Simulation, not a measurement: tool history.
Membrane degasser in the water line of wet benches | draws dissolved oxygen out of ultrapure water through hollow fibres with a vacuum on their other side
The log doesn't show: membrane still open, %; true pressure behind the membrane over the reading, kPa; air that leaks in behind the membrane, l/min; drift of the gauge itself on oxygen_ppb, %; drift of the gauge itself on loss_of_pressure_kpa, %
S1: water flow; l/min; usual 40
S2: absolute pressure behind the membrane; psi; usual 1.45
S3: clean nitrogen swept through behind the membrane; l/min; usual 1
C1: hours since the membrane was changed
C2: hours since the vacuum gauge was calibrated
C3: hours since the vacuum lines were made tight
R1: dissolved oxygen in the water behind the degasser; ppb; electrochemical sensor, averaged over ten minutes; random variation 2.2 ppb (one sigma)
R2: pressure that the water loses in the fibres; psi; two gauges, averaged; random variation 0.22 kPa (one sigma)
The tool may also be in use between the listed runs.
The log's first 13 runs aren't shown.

run	hour	S1	S2	S3	C1	C2	C3	R1	R2
14	2146.6	58	1.45	1	6227	7349	4350	803.9	11.676
15	2292.3	40	1.45	0.96	6373	7494	4496	605.1	8.057
16	2496.7	40	1.45	0.96	6577	7699	4700	608.4	8.118
# hour 2535.7: vacuum gauge calibrated
17	2666.4	63	2.13	0.85	6746	131	4869	1429.3	12.834
18	2763	63	2.13	0.85	6843	227	4966	1416.1	12.779
19	2930.6	63	1.6	1.53	7011	395	5134	749.6	12.788
20	3028.9	60	3.23	2.01	7109	493	5232	1188.1	12.157
21	3194.1	40	2.92	0.44	7274	658	5397	2049.4	8.147
22	3328.3	51	3.34	2.43	7408	793	5531	936.8	10.414
23	3420.8	51	3.34	2.43	7501	885	5624	935.2	10.415
24	3521.2	35	3.44	1.39	7601	986	5724	1043.4	7.197
25	3636.3	40	1.45	0.41	7716	1101	5839	1002.4	8.208
26	3744.9	35	1.45	1.66	7825	1209	5948	361.8	7.147
27	3943.1	39	1.45	1.41	8023	1407	6146	455.1	7.947
28	4117.7	55	1.41	1.53	8198	1582	6321	577.3	11.213
29	4245.6	55	1.41	1.53	8326	1710	6449	581.3	11.255
30	4455.6	36	1.44	1	8536	1920	6659	527.7	7.424
31	4668.1	36	1.44	1	8748	2132	6871	526.5	7.411

Forecast each of these 5 alternatives for the next run:
A	4822	36	1.55	1.34	8902	2286	7025	?	?
B	4822	54	2.81	0.79	8902	2286	7025	?	?
C	4822	33	1.41	0.95	8902	2286	7025	?	?
D	4822	63	1.55	2.83	8902	2286	7025	?	?
E	4822	40	1.45	1.53	8902	2286	7025	?	?

run	R1	R2
A	476.7	7.413
B	1748.3	11.145
C	494.2	6.779
D	515.4	12.952
E	441	8.173
Without the tool's hidden state the same runs would have given:
run	R1	R2
A	459.6	7.081
B	1730.7	10.644
C	478.9	6.473
D	484.8	12.367
E	422.1	7.803

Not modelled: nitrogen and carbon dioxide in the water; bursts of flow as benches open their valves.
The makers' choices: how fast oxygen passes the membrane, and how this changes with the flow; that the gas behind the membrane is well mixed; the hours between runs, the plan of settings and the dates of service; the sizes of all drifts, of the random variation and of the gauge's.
